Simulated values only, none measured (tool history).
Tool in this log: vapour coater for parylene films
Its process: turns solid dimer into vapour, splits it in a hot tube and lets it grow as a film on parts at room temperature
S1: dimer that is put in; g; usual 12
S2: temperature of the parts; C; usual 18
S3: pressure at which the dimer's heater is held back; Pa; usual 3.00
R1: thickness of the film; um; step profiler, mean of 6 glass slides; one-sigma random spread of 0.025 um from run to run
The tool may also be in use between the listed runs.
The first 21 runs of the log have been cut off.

run,hour,S1,S2,S3,R1
22,488.1,12,16,3.00,4.19
23,515.9,12,16,3.00,4.19
24,539.3,12,18,4.77,3.56
25,568.7,9,18,6.40,2.48
# hour 584.6: trap's valve overhauled
26,592.5,9,18,6.40,2.50
27,620.2,9,18,6.40,2.50
28,635.8,7,21,2.18,2.19
29,657.7,12,18,2.66,4.05
30,682.0,12,18,2.66,4.03
31,717.6,12,18,4.95,3.52
32,748.6,12,18,4.95,3.49
33,764.7,10,11,10.46,3.13
34,792.4,15,24,11.42,2.99
35,821.1,8,28,8.47,1.48
36,850.8,9,13,5.99,3.00
37,886.9,9,13,5.99,3.01
38,905.4,11,20,3.00,3.35
39,930.0,11,20,3.00,3.37
40,955.5,11,20,3.00,3.34

Estimate the outcome of run 41 from the log above:
41,983.7,8,20,7.29,?

Run 41 yielded R1 2.01 um.
The same run, on a tool lacking any hidden state, would have yielded R1 2.02 um.
